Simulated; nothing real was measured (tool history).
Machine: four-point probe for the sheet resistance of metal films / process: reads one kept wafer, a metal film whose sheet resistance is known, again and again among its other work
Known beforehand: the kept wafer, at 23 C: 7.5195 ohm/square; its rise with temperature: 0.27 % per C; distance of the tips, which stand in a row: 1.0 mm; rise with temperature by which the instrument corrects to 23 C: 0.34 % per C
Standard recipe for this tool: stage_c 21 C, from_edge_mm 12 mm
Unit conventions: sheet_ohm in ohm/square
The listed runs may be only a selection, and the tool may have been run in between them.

run    day  stage_c  from_edge_mm  sheet_ohm
  1      0       21            12    7.56585
  2   0.35       21            11   7.574219
  3  0.733       21            11    7.57488
  4  1.317       21            11   7.571194
  5  2.138       21            11   7.569964
  6  2.908       21             9   7.587362
  7  3.479       21            12   7.565115
     3.542  -- stage's thermometer calibrated
  8  3.967       21            12   7.567542
  9  4.808       21            12    7.56395
 10  5.512       21            12   7.563073
 11  5.854       21            12   7.564131
 12  6.433       26            70    7.51316

Run 13, settings as shown, results not yet in. Your forecast:
 13  7.117       26            16          ?

Run 13 measured sheet_ohm 7.523161 ohm/square.
Take away the tool's hidden state, keep the run-to-run variation as it was, and the same run would have given sheet_ohm 7.518064 ohm/square.

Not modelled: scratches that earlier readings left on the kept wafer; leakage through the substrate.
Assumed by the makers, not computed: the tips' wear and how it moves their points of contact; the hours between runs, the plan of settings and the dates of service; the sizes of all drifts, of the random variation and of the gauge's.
